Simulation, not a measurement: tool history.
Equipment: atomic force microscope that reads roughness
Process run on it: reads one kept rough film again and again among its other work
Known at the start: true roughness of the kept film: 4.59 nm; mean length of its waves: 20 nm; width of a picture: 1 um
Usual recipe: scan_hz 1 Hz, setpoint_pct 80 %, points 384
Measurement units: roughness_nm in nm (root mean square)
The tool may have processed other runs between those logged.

run 1 hour=0 | scan_hz=1 setpoint_pct=80 points=384 | roughness_nm=2.924
run 2 hour=5.8 | scan_hz=1 setpoint_pct=80 points=384 | roughness_nm=2.892
run 3 hour=11 | scan_hz=1 setpoint_pct=55 points=384 | roughness_nm=2.972
run 4 hour=19.3 | scan_hz=1 setpoint_pct=55 points=384 | roughness_nm=2.926
run 5 hour=26.2 | scan_hz=1 setpoint_pct=89 points=384 | roughness_nm=2.608
run 6 hour=30.4 | scan_hz=1 setpoint_pct=89 points=384 | roughness_nm=2.577
run 7 hour=38.8 | scan_hz=1 setpoint_pct=89 points=384 | roughness_nm=2.512
run 8 hour=44.4 | scan_hz=1 setpoint_pct=65 points=384 | roughness_nm=2.647
run 9 hour=50.8 | scan_hz=1 setpoint_pct=65 points=384 | roughness_nm=2.594
run 10 hour=55.1 | scan_hz=1 setpoint_pct=65 points=384 | roughness_nm=2.561
run 11 hour=62.7 | scan_hz=1 setpoint_pct=65 points=384 | roughness_nm=2.506
run 12 hour=71.7 | scan_hz=2.37 setpoint_pct=80 points=384 | roughness_nm=2.143
run 13 hour=76.3 | scan_hz=1 setpoint_pct=80 points=384 | roughness_nm=2.335
run 14 hour=82.4 | scan_hz=1 setpoint_pct=80 points=384 | roughness_nm=2.297
run 15 hour=91.1 | scan_hz=1 setpoint_pct=80 points=384 | roughness_nm=2.241
-- hour=92.7 height scale calibrated on a step standard
run 16 hour=101.3 | scan_hz=1 setpoint_pct=80 points=384 | roughness_nm=2.231
run 17 hour=110.7 | scan_hz=1 setpoint_pct=75 points=384 | roughness_nm=2.185
run 18 hour=118.4 | scan_hz=1 setpoint_pct=80 points=773 | roughness_nm=2.15
run 19 hour=123.4 | scan_hz=1 setpoint_pct=57 points=384 | roughness_nm=2.209
run 20 hour=130.2 | scan_hz=1 setpoint_pct=57 points=844 | roughness_nm=2.191
-- hour=136.3 height scale calibrated on a step standard, once more
run 21 hour=140.2 | scan_hz=1 setpoint_pct=57 points=844 | roughness_nm=2.161
run 22 hour=147.7 | scan_hz=3.41 setpoint_pct=57 points=844 | roughness_nm=2.043
run 23 hour=155.6 | scan_hz=3.41 setpoint_pct=57 points=844 | roughness_nm=2.001
run 24 hour=160.7 | scan_hz=1 setpoint_pct=80 points=678 | roughness_nm=1.96
run 25 hour=168.3 | scan_hz=1 setpoint_pct=80 points=384 | roughness_nm=1.88
-- hour=172.5 new tip fitted
run 26 hour=176.1 | scan_hz=1 setpoint_pct=80 points=528 | roughness_nm=3.147
run 27 hour=185.1 | scan_hz=3.98 setpoint_pct=80 points=504 | roughness_nm=2.52
run 28 hour=195 | scan_hz=1.65 setpoint_pct=72 points=904 | roughness_nm=2.926
run 29 hour=201.4 | scan_hz=3.27 setpoint_pct=81 points=535 | roughness_nm=2.454
run 30 hour=211.3 | scan_hz=3.27 setpoint_pct=81 points=535 | roughness_nm=2.415
run 31 hour=215.9 | scan_hz=3.27 setpoint_pct=77 points=978 | roughness_nm=2.446
run 32 hour=220.3 | scan_hz=3.27 setpoint_pct=77 points=978 | roughness_nm=2.409
run 33 hour=228.9 | scan_hz=0.82 setpoint_pct=80 points=653 | roughness_nm=2.683
run 34 hour=234.6 | scan_hz=1.37 setpoint_pct=88 points=273 | roughness_nm=2.374
run 35 hour=241.6 | scan_hz=3.26 setpoint_pct=59 points=543 | roughness_nm=2.549
run 36 hour=246.6 | scan_hz=1.21 setpoint_pct=77 points=1004 | roughness_nm=2.507
run 37 hour=256.3 | scan_hz=1.21 setpoint_pct=77 points=1004 | roughness_nm=2.449
run 38 hour=261.5 | scan_hz=0.53 setpoint_pct=77 points=1004 | roughness_nm=2.513
run 39 hour=271 | scan_hz=1.28 setpoint_pct=80 points=1004 | roughness_nm=2.318
run 40 hour=279.8 | scan_hz=3.61 setpoint_pct=72 points=868 | roughness_nm=2.108
run 41 hour=289.5 | scan_hz=1.86 setpoint_pct=80 points=384 | roughness_nm=2.11
run 42 hour=294.7 | scan_hz=0.93 setpoint_pct=80 points=386 | roughness_nm=2.2
run 43 hour=301.6 | scan_hz=1.79 setpoint_pct=70 points=936 | roughness_nm=2.18
run 44 hour=308.3 | scan_hz=1.79 setpoint_pct=70 points=936 | roughness_nm=2.14
run 45 hour=315.7 | scan_hz=0.51 setpoint_pct=58 points=922 | roughness_nm=2.237
run 46 hour=324.9 | scan_hz=0.51 setpoint_pct=58 points=922 | roughness_nm=2.184
run 47 hour=332 | scan_hz=0.51 setpoint_pct=77 points=889 | roughness_nm=2.116
run 48 hour=339.3 | scan_hz=0.66 setpoint_pct=79 points=398 | roughness_nm=2.026
run 49 hour=348.6 | scan_hz=0.66 setpoint_pct=79 points=398 | roughness_nm=1.982
run 50 hour=352.7 | scan_hz=0.99 setpoint_pct=64 points=485 | roughness_nm=2.008
run 51 hour=358.5 | scan_hz=1.03 setpoint_pct=77 points=384 | roughness_nm=1.891
-- hour=364.3 new tip fitted
run 52 hour=366.4 | scan_hz=1 setpoint_pct=69 points=756 | roughness_nm=3.221

Each row is a separate what-if for the run after 52, all from the same tool condition, not one after another. Results?
run A hour=375.4 | scan_hz=2.36 setpoint_pct=69 points=756 | roughness_nm=?
run B hour=375.4 | scan_hz=1 setpoint_pct=69 points=484 | roughness_nm=?
run C hour=375.4 | scan_hz=1 setpoint_pct=65 points=756 | roughness_nm=?
run D hour=375.4 | scan_hz=1 setpoint_pct=56 points=636 | roughness_nm=?

run=A roughness_nm=2.967
run=B roughness_nm=3.109
run=C roughness_nm=3.141
run=D roughness_nm=3.179
With no hidden state in the tool, these same runs would have given:
run=A roughness_nm=3.167
run=B roughness_nm=3.319
run=C roughness_nm=3.354
run=D roughness_nm=3.395
